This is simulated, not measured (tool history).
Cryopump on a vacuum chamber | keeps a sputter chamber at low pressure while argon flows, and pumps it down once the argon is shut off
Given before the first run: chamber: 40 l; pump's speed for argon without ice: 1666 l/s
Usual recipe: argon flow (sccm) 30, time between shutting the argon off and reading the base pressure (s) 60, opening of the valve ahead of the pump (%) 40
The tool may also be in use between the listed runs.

run	hour	argon flow (sccm)	time between shutting the argon off and reading the base pressure (s)	opening of the valve ahead of the pump (%)	pressure while argon flows (Pa)	pressure after the wait (uPa)
1	0	30	60	40	0.077	2.58
2	26.1	41	60	40	0.1063	2.59
3	39.4	41	60	40	0.1074	2.58
4	64.9	30	60	54	0.0585	2.66
5	78	30	60	54	0.0591	2.59
6	98.1	30	60	54	0.0583	2.65
7	111.8	30	60	34	0.0924	2.67
8	138.9	30	60	40	0.0771	2.65
9	152.2	30	60	40	0.0776	2.68
10	164.5	30	60	27	0.1149	2.64
11	195.2	30	60	27	0.1157	2.73
12	213.2	30	60	27	0.1157	2.73
13	240.3	30	60	27	0.1151	2.71
14	258.4	30	60	40	0.0786	2.71
15	281.6	30	60	57	0.0565	2.74
16	310	30	60	57	0.0565	2.79
17	323.2	30	60	57	0.0571	2.67
18	353.2	46	30	29	0.1668	4.25
19	380.8	46	30	29	0.1666	4.14
20	406.6	52	21	29	0.1886	5.74
21	423.7	52	21	29	0.1898	5.53
22	451.8	30	27	40	0.0804	4.64
23	481.8	23	141	40	0.0615	1.99
24	504.8	23	141	40	0.0619	2.11
25	521.2	23	141	40	0.0619	2.03
26	548.6	23	141	40	0.063	2.06
27	561	30	60	37	0.0874	2.98
28	577.3	30	258	37	0.0879	1.79
29	593.5	30	33	19	0.1656	4.23
30	615.7	30	33	19	0.1653	4.23
31	628.2	19	78	19	0.1055	2.7
32	654.6	27	93	40	0.0731	2.48
33	685	46	58	42	0.1198	3.1
34	706	30	70	34	0.0956	2.93

Here are 4 independent what-if runs from the current tool condition. What would each one return?
A	718.9	47	117	45	?	?
B	718.9	14	44	20	?	?
C	718.9	13	60	20	?	?
D	718.9	19	70	20	?	?

run	pressure while argon flows (Pa)	pressure after the wait (uPa)
A	0.116	2.31
B	0.0737	3.51
C	0.0688	2.99
D	0.1015	2.84
With no hidden state in the tool, these same runs would have given:
run	pressure while argon flows (Pa)	pressure after the wait (uPa)
A	0.106	0.94
B	0.0707	2.16
C	0.066	1.63
D	0.0974	1.46
